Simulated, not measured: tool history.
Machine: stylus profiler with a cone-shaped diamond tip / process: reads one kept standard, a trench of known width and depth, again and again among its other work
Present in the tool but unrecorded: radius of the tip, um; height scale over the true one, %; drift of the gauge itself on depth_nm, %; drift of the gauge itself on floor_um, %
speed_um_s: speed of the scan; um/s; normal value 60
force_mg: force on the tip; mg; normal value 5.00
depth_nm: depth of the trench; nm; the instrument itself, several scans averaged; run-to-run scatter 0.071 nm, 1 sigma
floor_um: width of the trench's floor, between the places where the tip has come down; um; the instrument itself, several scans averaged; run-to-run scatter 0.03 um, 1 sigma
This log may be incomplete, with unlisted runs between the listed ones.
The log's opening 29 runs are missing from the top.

| run | hour | speed_um_s | force_mg | scans with this tip | hours of work since the height scale was calibrated | depth_nm | floor_um |
|---|---|---|---|---|---|---|---|
| 30 | 3046.2 | 31 | 8.21 | 17454 | 571 | 207.41 | 47.27 |
| 31 | 3147.5 | 31 | 2.89 | 17918 | 643 | 203.82 | 47.12 |
| 32 | 3242.2 | 31 | 2.89 | 18351 | 709 | 203.94 | 47.15 |
| 33 | 3332.0 | 31 | 2.89 | 18763 | 772 | 203.89 | 47.09 |
| 34 | 3412.4 | 48 | 5.02 | 19131 | 829 | 205.60 | 47.10 |
| 35 | 3518.2 | 15 | 5.02 | 19616 | 903 | 205.47 | 47.24 |
| 36 | 3621.4 | 19 | 6.45 | 20088 | 975 | 206.43 | 47.19 |
| 37 | 3723.8 | 26 | 10.14 | 20557 | 1047 | 208.63 | 47.19 |
|  | 3733.3 | height scale calibrated on a step standard |
| 38 | 3815.8 | 33 | 5.63 | 20976 | 58 | 205.35 | 47.07 |
| 39 | 3906.9 | 33 | 5.60 | 21393 | 122 | 205.35 | 47.07 |
| 40 | 4049.9 | 45 | 10.17 | 22048 | 222 | 208.16 | 47.02 |
| 41 | 4164.5 | 174 | 1.78 | 22572 | 303 | 202.77 | 45.90 |
| 42 | 4266.9 | 46 | 2.24 | 23041 | 375 | 203.04 | 46.81 |
| 43 | 4328.4 | 22 | 2.31 | 23323 | 418 | 203.29 | 46.99 |
| 44 | 4419.5 | 187 | 7.08 | 23740 | 482 | 206.68 | 46.43 |
| 45 | 4479.7 | 185 | 9.51 | 24015 | 524 | 207.97 | 46.52 |

Below are 3 alternative next runs, each starting from the tool's condition after run 45. Predict each:
| A | 4575.4 | 185 | 11.13 | 24453 | 591 | ? | ? |
| B | 4575.4 | 88 | 8.02 | 24453 | 591 | ? | ? |
| C | 4575.4 | 43 | 2.09 | 24453 | 591 | ? | ? |

| run | depth_nm | floor_um |
|---|---|---|
| A | 208.86 | 46.54 |
| B | 207.12 | 46.74 |
| C | 203.08 | 46.86 |
Take away the tool's hidden state, keep each run's random variation, and the runs would have read:
| run | depth_nm | floor_um |
|---|---|---|
| A | 208.53 | 47.70 |
| B | 206.79 | 47.90 |
| C | 202.76 | 48.01 |
